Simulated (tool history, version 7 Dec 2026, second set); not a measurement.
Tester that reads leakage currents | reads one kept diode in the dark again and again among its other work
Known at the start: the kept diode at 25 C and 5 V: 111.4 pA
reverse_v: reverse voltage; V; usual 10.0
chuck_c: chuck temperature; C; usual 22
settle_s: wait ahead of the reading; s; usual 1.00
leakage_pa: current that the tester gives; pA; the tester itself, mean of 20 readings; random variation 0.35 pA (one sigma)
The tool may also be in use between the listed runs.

run,day,reverse_v,chuck_c,settle_s,leakage_pa
1,0.000,10.0,22,1.00,116.95
2,2.117,10.0,22,1.00,116.54
3,4.471,5.3,22,1.00,90.92
4,6.296,5.3,22,1.00,90.79
5,8.692,10.0,60,1.00,1626.27
6,10.729,10.0,60,1.00,1626.32
7,12.308,3.8,60,1.00,1105.07
8,13.467,3.8,60,1.00,1112.74
9,14.950,3.8,60,1.00,1109.59
10,17.446,10.0,22,1.00,116.93
11,19.617,10.0,22,1.00,117.22
12,21.808,10.0,22,1.00,117.05
13,23.167,10.0,22,1.00,116.80
14,24.912,10.0,48,1.00,754.56
15,27.071,10.0,48,1.00,752.97
16,29.154,10.0,48,1.00,756.11
17,31.354,10.0,22,0.35,118.29
18,33.842,10.0,22,0.35,118.52
19,36.121,10.0,22,0.35,117.79
20,38.608,10.0,22,0.35,117.45
21,40.696,5.6,22,1.00,92.74
22,41.942,1.2,22,1.32,50.41

Forecast run 23:
23,42.979,1.2,22,1.32,?

leakage_pa: 50.67 pA
Without the tool's hidden state the same run would have given leakage_pa 50.64 pA.

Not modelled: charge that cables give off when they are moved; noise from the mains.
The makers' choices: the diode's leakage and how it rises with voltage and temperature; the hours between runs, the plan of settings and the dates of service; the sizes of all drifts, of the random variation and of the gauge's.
